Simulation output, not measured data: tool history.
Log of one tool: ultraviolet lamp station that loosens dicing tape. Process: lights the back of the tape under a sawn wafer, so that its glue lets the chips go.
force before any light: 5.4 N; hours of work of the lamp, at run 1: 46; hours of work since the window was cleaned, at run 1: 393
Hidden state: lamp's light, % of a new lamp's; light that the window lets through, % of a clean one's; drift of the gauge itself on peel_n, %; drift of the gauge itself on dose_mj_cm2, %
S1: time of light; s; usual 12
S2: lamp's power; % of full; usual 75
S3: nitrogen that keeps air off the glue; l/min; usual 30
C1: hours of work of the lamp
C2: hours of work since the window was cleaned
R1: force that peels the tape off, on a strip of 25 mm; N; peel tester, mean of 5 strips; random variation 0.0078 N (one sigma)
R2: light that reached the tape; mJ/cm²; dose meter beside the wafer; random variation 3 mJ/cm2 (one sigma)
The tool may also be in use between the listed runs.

{"run": 1, "hour": 0.0, "S1": 12, "S2": 75, "S3": 30, "C1": 46, "C2": 393, "R1": 0.32, "R2": 400}
{"hour": 6.4, "done": "window cleaned of glue's vapour"}
{"run": 2, "hour": 8.4, "S1": 12, "S2": 75, "S3": 30, "C1": 52, "C2": 1, "R1": 0.338, "R2": 387}
{"run": 3, "hour": 17.4, "S1": 12, "S2": 75, "S3": 30, "C1": 58, "C2": 8, "R1": 0.337, "R2": 386}
{"run": 4, "hour": 23.1, "S1": 12, "S2": 75, "S3": 30, "C1": 62, "C2": 12, "R1": 0.343, "R2": 385}
{"run": 5, "hour": 30.0, "S1": 12, "S2": 75, "S3": 30, "C1": 67, "C2": 17, "R1": 0.339, "R2": 385}
{"run": 6, "hour": 34.9, "S1": 12, "S2": 75, "S3": 30, "C1": 70, "C2": 20, "R1": 0.349, "R2": 383}
{"hour": 36.8, "done": "window cleaned of glue's vapour, once more"}
{"run": 7, "hour": 44.2, "S1": 12, "S2": 75, "S3": 30, "C1": 77, "C2": 5, "R1": 0.311, "R2": 429}
{"run": 8, "hour": 51.3, "S1": 12, "S2": 75, "S3": 30, "C1": 82, "C2": 10, "R1": 0.321, "R2": 423}
{"run": 9, "hour": 61.8, "S1": 12, "S2": 75, "S3": 10, "C1": 89, "C2": 18, "R1": 0.41, "R2": 420}
{"run": 10, "hour": 72.0, "S1": 14, "S2": 78, "S3": 21, "C1": 96, "C2": 25, "R1": 0.291, "R2": 506}
{"run": 11, "hour": 78.3, "S1": 12, "S2": 64, "S3": 30, "C1": 101, "C2": 29, "R1": 0.387, "R2": 360}
{"run": 12, "hour": 86.6, "S1": 7, "S2": 64, "S3": 14, "C1": 106, "C2": 35, "R1": 1.054, "R2": 207}
{"run": 13, "hour": 93.8, "S1": 7, "S2": 64, "S3": 14, "C1": 111, "C2": 40, "R1": 1.086, "R2": 205}

The next listed run, before its measurement:
{"run": 14, "hour": 104.5, "S1": 7, "S2": 64, "S3": 14, "C1": 119, "C2": 48, "R1": "?", "R2": "?"}

{"run 14": {"R1": 1.065, "R2": 206}}
Without the tool's hidden state the same run would have given R1 0.944 N, R2 224 mJ/cm².
